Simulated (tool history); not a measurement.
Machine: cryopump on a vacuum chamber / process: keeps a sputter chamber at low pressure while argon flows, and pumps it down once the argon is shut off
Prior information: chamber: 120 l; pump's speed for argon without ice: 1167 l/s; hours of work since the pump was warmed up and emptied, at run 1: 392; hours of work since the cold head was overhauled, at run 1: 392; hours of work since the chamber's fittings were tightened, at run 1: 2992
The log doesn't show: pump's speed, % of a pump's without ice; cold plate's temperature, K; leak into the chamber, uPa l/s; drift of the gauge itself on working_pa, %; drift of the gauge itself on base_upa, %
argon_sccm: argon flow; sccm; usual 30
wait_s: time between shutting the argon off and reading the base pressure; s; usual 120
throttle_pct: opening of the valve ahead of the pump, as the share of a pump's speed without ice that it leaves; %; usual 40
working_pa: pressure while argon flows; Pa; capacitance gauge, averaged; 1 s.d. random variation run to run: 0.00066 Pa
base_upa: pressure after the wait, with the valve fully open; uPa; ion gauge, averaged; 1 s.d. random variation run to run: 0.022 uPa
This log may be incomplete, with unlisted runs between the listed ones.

run   hour  argon_sccm  wait_s  throttle_pct  hours of work since the pump was warmed up and emptied  hours of work since the cold head was overhauled  hours of work since the chamber's fittings were tightened  working_pa  base_upa
  1      0          30     120            40                                                     392                                               392                                                       2992      0.1216       2.7
  2   18.9          30     120            40                                                     400                                               400                                                       3001       0.123      2.72
  3   32.5          30     120            40                                                     407                                               407                                                       3007      0.1241      2.68
  4   53.7          30     120            40                                                     416                                               416                                                       3016      0.1234      2.75
  5   69.1          30     120            40                                                     423                                               423                                                       3023      0.1225      2.65
  6     84          30     120            40                                                     430                                               430                                                       3030      0.1218      2.74
  7  101.4          30     120            40                                                     438                                               438                                                       3038      0.1249      2.81
       121  -- pump warmed up, emptied and cooled again
  8  123.8          30     120            40                                                       1                                               446                                                       3046      0.1102      2.14
  9  142.5          30     120            40                                                      10                                               454                                                       3054      0.1092       2.2
 10  155.7          30     120            40                                                      16                                               460                                                       3060      0.1101      2.13
 11  173.4          12     245            40                                                      24                                               468                                                       3068      0.0446      1.94
 12  187.9          37     120            17                                                      30                                               475                                                       3075      0.3168      2.16
 13  208.9          19      79            40                                                      40                                               484                                                       3084      0.0702      2.32
 14  225.6          15      22            40                                                      47                                               492                                                       3092      0.0546      3.69
 15  235.7          41      88            26                                                      52                                               497                                                       3097      0.2306      2.27

Hidden state at the last listed run before each entry between runs and at the first one after, where it differs:
After run 7, before run 8: pump warmed up, emptied and cooled again (hour 121)
  pump's speed, % of a pump's without ice: 73.7 -> 99.2; leak into the chamber, uPa l/s: 2078 -> 2083
  measured less the result without the state, working_pa: +0.0156 -> +0.0005 Pa; base_upa: +2.2 -> +1.52 uPa
